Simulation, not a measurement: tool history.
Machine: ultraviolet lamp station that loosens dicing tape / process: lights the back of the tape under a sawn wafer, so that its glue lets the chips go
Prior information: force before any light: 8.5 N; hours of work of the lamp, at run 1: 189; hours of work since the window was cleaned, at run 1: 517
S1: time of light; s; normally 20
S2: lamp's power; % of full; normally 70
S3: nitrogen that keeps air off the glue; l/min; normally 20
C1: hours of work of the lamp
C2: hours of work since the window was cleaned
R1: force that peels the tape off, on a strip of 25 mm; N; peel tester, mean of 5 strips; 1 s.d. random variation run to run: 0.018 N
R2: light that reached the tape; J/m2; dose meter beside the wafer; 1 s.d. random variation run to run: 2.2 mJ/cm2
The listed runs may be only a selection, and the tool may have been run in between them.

| run | day | S1 | S2 | S3 | C1 | C2 | R1 | R2 |
|---|---|---|---|---|---|---|---|---|
| 1 | 0.000 | 20 | 70 | 20 | 189 | 517 | 1.227 | 1680 |
| 2 | 0.579 | 20 | 70 | 20 | 197 | 526 | 1.210 | 1660 |
| 3 | 1.138 | 20 | 70 | 10 | 206 | 535 | 1.802 | 1620 |
| 4 | 1.538 | 20 | 70 | 20 | 212 | 541 | 1.246 | 1610 |
| 5 | 1.967 | 20 | 70 | 19 | 219 | 547 | 1.307 | 1640 |
| 6 | 2.538 | 20 | 60 | 19 | 227 | 556 | 1.653 | 1400 |
| 7 | 2.871 | 20 | 60 | 19 | 233 | 561 | 1.693 | 1330 |
| 8 | 3.433 | 20 | 60 | 19 | 241 | 570 | 1.678 | 1380 |
| 9 | 3.912 | 20 | 70 | 29 | 248 | 577 | 1.053 | 1590 |
| 10 | 4.383 | 20 | 70 | 29 | 256 | 584 | 1.081 | 1600 |
| 11 | 4.983 | 20 | 70 | 20 | 265 | 594 | 1.285 | 1570 |
| 12 | 5.679 | 20 | 82 | 20 | 275 | 604 | 1.003 | 1830 |
|  | 6.096 | window cleaned of glue's vapour |
| 13 | 6.246 | 20 | 82 | 20 | 284 | 2 | 0.838 | 1990 |
| 14 | 6.575 | 20 | 82 | 20 | 289 | 7 | 0.810 | 2040 |
| 15 | 6.975 | 20 | 66 | 20 | 295 | 13 | 1.314 | 1620 |
| 16 | 7.617 | 20 | 66 | 20 | 305 | 23 | 1.258 | 1570 |
| 17 | 8.171 | 20 | 66 | 20 | 313 | 32 | 1.289 | 1610 |
| 18 | 8.854 | 20 | 66 | 20 | 324 | 42 | 1.291 | 1600 |
| 19 | 9.200 | 14 | 70 | 20 | 329 | 47 | 2.082 | 1150 |
| 20 | 9.725 | 19 | 79 | 8 | 337 | 55 | 1.762 | 1810 |
| 21 | 10.279 | 16 | 67 | 9 | 345 | 64 | 2.630 | 1280 |
| 22 | 10.954 | 16 | 67 | 9 | 356 | 74 | 2.641 | 1290 |
| 23 | 11.588 | 20 | 83 | 25 | 365 | 84 | 0.790 | 1930 |
| 24 | 11.917 | 20 | 90 | 20 | 371 | 89 | 0.763 | 2120 |
| 25 | 12.521 | 10 | 62 | 9 | 380 | 98 | 4.374 | 710 |
| 26 | 13.142 | 23 | 96 | 9 | 389 | 108 | 0.882 | 2530 |
| 27 | 13.604 | 23 | 96 | 9 | 396 | 115 | 0.947 | 2540 |

Here are 3 independent what-if runs from the current tool condition. What would each one return?
| A | 14.275 | 16 | 79 | 9 | 407 | 125 | ? | ? |
| B | 14.275 | 23 | 62 | 17 | 407 | 125 | ? | ? |
| C | 14.275 | 39 | 62 | 8 | 407 | 125 | ? | ? |

| run | R1 | R2 |
|---|---|---|
| A | 2.262 | 1430 |
| B | 1.368 | 1620 |
| C | 0.865 | 2760 |
Without the tool's unlogged condition, the same runs would have read:
| run | R1 | R2 |
|---|---|---|
| A | 1.644 | 1800 |
| B | 0.907 | 2030 |
| C | 0.548 | 3470 |
